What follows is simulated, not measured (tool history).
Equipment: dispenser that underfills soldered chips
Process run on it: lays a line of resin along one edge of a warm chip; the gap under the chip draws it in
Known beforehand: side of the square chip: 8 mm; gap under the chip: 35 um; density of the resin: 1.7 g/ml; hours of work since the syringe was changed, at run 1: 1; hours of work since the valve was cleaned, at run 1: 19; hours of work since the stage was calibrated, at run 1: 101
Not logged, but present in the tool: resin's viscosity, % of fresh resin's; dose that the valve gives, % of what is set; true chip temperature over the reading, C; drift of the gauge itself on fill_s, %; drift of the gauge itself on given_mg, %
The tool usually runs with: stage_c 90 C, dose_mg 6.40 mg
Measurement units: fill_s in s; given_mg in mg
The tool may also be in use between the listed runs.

run   hour  stage_c  dose_mg  hours of work since the syringe was changed  hours of work since the valve was cleaned  hours of work since the stage was calibrated  fill_s  given_mg
  1    0.0       90     6.40                                            1                                         19                                           101    86.6      6.36
       7.4  -- new syringe of resin
  2   13.8       90     7.24                                            5                                         29                                           111   104.4      7.16
      16.8  -- new syringe of resin
      25.7  -- new syringe of resin
  3   28.5       90     6.40                                            2                                         40                                           122    91.5      6.27
      34.8  -- new syringe of resin
  4   35.6       90     5.47                                            1                                         46                                           128    84.6      5.34
      44.2  -- new syringe of resin
  5   50.0       84     6.40                                            5                                         57                                           139   123.4      6.20
      52.8  -- new syringe of resin
  6   60.2       84     6.40                                            6                                         64                                           146   133.9      6.21
      62.0  -- new syringe of resin
      71.1  -- new syringe of resin
  7   73.9       90     6.40                                            2                                         75                                           157    92.1      6.15
      79.9  -- new syringe of resin
  8   83.0       90     6.40                                            2                                         82                                           164    95.2      6.13
      89.4  -- new syringe of resin
  9   91.0       90     6.40                                            1                                         88                                           170    88.0      6.11
      96.7  -- dispensing valve cleaned and set on the balance
      99.4  -- new syringe of resin
 10  106.6       95     7.02                                            6                                          7                                           181    96.0      6.98
     108.3  -- new syringe of resin
     117.4  -- new syringe of resin
 11  118.1       87     6.17                                            1                                         16                                           189    93.5      6.13
     126.8  -- new syringe of resin
 12  131.0       78     5.75                                            3                                         26                                           199   143.6      5.65
     136.6  -- new syringe of resin
 13  140.4       89     7.02                                            3                                         33                                           206    99.5      6.89
     145.8  -- new syringe of resin
 14  153.7       89     7.02                                            6                                         43                                           216   119.8      6.83
     154.9  -- new syringe of resin
     164.2  -- new syringe of resin
 15  167.6       84     6.15                                            3                                         54                                           227   111.0      5.95
     172.9  -- new syringe of resin
     181.8  -- new syringe of resin
 16  181.9       86     7.56                                            0                                         64                                           238    91.6      7.29
     191.2  -- new syringe of resin
 17  192.6       87     6.08                                            1                                         72                                           246    95.7      5.85
     200.8  -- new syringe of resin
 18  207.9       77     5.94                                            5                                         84                                           257   165.5      5.63

Forecast each of these 5 alternatives for the next run:
     210.4  -- new syringe of resin
     218.4  -- dispensing valve cleaned and set on the balance
     220.6  -- new syringe of resin
  A  221.1       84     5.88                                            0                                          2                                           267       ?         ?
     210.4  -- new syringe of resin
     218.4  -- dispensing valve cleaned and set on the balance
     220.6  -- new syringe of resin
  B  221.1       98     7.89                                            0                                          2                                           267       ?         ?
     210.4  -- new syringe of resin
     218.4  -- dispensing valve cleaned and set on the balance
     220.6  -- new syringe of resin
  C  221.1       90     5.52                                            0                                          2                                           267       ?         ?
     210.4  -- new syringe of resin
     218.4  -- dispensing valve cleaned and set on the balance
     220.6  -- new syringe of resin
  D  221.1       90     5.76                                            0                                          2                                           267       ?         ?
     210.4  -- new syringe of resin
     218.4  -- dispensing valve cleaned and set on the balance
     220.6  -- new syringe of resin
  E  221.1      104     5.64                                            0                                          2                                           267       ?         ?

run  fill_s  given_mg
  A   101.4      5.87
  B    66.7      7.90
  C    87.4      5.51
  D    83.5      5.76
  E    58.6      5.64
Had the tool no hidden state, the same runs would have come out as:
run  fill_s  given_mg
  A    96.7      5.87
  B    63.8      7.90
  C    83.4      5.51
  D    79.7      5.76
  E    56.1      5.64
